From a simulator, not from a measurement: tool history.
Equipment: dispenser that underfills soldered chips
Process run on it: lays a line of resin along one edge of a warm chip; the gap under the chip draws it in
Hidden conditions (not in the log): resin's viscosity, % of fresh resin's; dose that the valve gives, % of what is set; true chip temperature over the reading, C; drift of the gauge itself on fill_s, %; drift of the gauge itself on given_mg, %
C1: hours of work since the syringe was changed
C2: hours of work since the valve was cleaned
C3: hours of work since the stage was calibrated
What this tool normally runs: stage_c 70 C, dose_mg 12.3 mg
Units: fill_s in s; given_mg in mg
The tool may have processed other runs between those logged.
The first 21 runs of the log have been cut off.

run 22 hour=150.4 | stage_c=61 dose_mg=12.1 | C1=7 C2=49 C3=247 | fill_s=341.8 given_mg=11.64
-- hour=151.8 new syringe of resin
run 23 hour=156.7 | stage_c=61 dose_mg=12.1 | C1=3 C2=53 C3=251 | fill_s=302.6 given_mg=11.54
-- hour=164.7 new syringe of resin
run 24 hour=165.4 | stage_c=61 dose_mg=12.1 | C1=0 C2=58 C3=256 | fill_s=277.3 given_mg=11.54
run 25 hour=173.7 | stage_c=61 dose_mg=12.1 | C1=6 C2=64 C3=262 | fill_s=327.2 given_mg=11.32
-- hour=177.3 new syringe of resin
run 26 hour=180.4 | stage_c=61 dose_mg=12.1 | C1=2 C2=68 C3=266 | fill_s=278.5 given_mg=11.51
run 27 hour=185.8 | stage_c=61 dose_mg=12.1 | C1=5 C2=71 C3=269 | fill_s=315.0 given_mg=11.45
-- hour=189.7 new syringe of resin
run 28 hour=191.9 | stage_c=83 dose_mg=12.3 | C1=1 C2=75 C3=273 | fill_s=123.0 given_mg=11.59
run 29 hour=196.4 | stage_c=80 dose_mg=12.3 | C1=4 C2=78 C3=276 | fill_s=154.5 given_mg=11.57
-- hour=202.4 new syringe of resin
run 30 hour=206.2 | stage_c=80 dose_mg=12.3 | C1=2 C2=84 C3=282 | fill_s=141.9 given_mg=11.51
-- hour=209.8 dispensing valve cleaned and set on the balance
run 31 hour=214.5 | stage_c=80 dose_mg=12.3 | C1=7 C2=3 C3=286 | fill_s=161.5 given_mg=12.30
-- hour=215.8 new syringe of resin
run 32 hour=223.5 | stage_c=80 dose_mg=14.5 | C1=5 C2=9 C3=292 | fill_s=150.8 given_mg=14.33
-- hour=228.2 new syringe of resin
run 33 hour=232.5 | stage_c=67 dose_mg=13.9 | C1=3 C2=14 C3=298 | fill_s=226.4 given_mg=13.80
-- hour=240.7 new syringe of resin
run 34 hour=240.7 | stage_c=70 dose_mg=14.1 | C1=0 C2=19 C3=303 | fill_s=183.4 given_mg=13.86
run 35 hour=250.5 | stage_c=71 dose_mg=12.7 | C1=6 C2=25 C3=309 | fill_s=224.4 given_mg=12.37
-- hour=253.5 new syringe of resin
run 36 hour=258.2 | stage_c=70 dose_mg=12.3 | C1=3 C2=30 C3=314 | fill_s=212.8 given_mg=11.88

Predict each of these 3 candidate next runs independently; none follows another, all start after run 36:
run A hour=264.4 | stage_c=70 dose_mg=12.6 | C1=7 C2=34 C3=318 | fill_s=? given_mg=?
run B hour=264.4 | stage_c=76 dose_mg=15.1 | C1=7 C2=34 C3=318 | fill_s=? given_mg=?
run C hour=264.4 | stage_c=62 dose_mg=12.3 | C1=7 C2=34 C3=318 | fill_s=? given_mg=?

run=A fill_s=235.2 given_mg=12.36
run=B fill_s=180.4 given_mg=14.71
run=C fill_s=327.9 given_mg=11.95
With no hidden state in the tool, these same runs would have given:
run=A fill_s=195.9 given_mg=12.69
run=B fill_s=150.5 given_mg=15.10
run=C fill_s=273.7 given_mg=12.27
